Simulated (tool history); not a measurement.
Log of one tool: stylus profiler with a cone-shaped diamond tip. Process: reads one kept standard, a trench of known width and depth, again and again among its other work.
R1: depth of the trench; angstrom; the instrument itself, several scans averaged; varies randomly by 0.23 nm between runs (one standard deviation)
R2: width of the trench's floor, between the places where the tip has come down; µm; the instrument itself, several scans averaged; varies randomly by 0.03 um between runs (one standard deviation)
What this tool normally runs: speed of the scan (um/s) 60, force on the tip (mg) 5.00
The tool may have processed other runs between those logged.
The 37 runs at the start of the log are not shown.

{"run": 38, "hour": 2991.0, "speed of the scan (um/s)": 54, "force on the tip (mg)": 8.54, "R1": 10284.6, "R2": 42.24}
{"run": 39, "hour": 3061.2, "speed of the scan (um/s)": 54, "force on the tip (mg)": 2.28, "R1": 10094.3, "R2": 42.14}
{"run": 40, "hour": 3114.4, "speed of the scan (um/s)": 97, "force on the tip (mg)": 9.47, "R1": 10300.1, "R2": 42.11}
{"run": 41, "hour": 3189.9, "speed of the scan (um/s)": 97, "force on the tip (mg)": 9.47, "R1": 10301.1, "R2": 42.06}
{"run": 42, "hour": 3295.4, "speed of the scan (um/s)": 45, "force on the tip (mg)": 8.16, "R1": 10268.3, "R2": 42.08}
{"hour": 3304.9, "done": "new tip fitted, height scale calibrated"}
{"run": 43, "hour": 3403.8, "speed of the scan (um/s)": 60, "force on the tip (mg)": 12.82, "R1": 10418.2, "R2": 43.69}
{"run": 44, "hour": 3512.0, "speed of the scan (um/s)": 60, "force on the tip (mg)": 12.82, "R1": 10413.3, "R2": 43.59}
{"run": 45, "hour": 3592.8, "speed of the scan (um/s)": 203, "force on the tip (mg)": 6.48, "R1": 10265.1, "R2": 43.22}
{"run": 46, "hour": 3704.1, "speed of the scan (um/s)": 34, "force on the tip (mg)": 12.31, "R1": 10399.5, "R2": 43.56}
{"run": 47, "hour": 3809.1, "speed of the scan (um/s)": 81, "force on the tip (mg)": 2.1, "R1": 10114.9, "R2": 43.24}

Here are 3 independent what-if runs from the current tool condition. What would each one return?
{"run": "A", "hour": 3921.0, "speed of the scan (um/s)": 232, "force on the tip (mg)": 9.42, "R1": "?", "R2": "?"}
{"run": "B", "hour": 3921.0, "speed of the scan (um/s)": 60, "force on the tip (mg)": 5.43, "R1": "?", "R2": "?"}
{"run": "C", "hour": 3921.0, "speed of the scan (um/s)": 191, "force on the tip (mg)": 5.0, "R1": "?", "R2": "?"}

run=A R1=10328.3 R2=43.04
run=B R1=10224.6 R2=43.35
run=C R1=10210.7 R2=43.01
Without the tool's hidden state the same runs would have given:
run=A R1=10343.2 R2=43.54
run=B R1=10239.3 R2=43.84
run=C R1=10225.3 R2=43.51
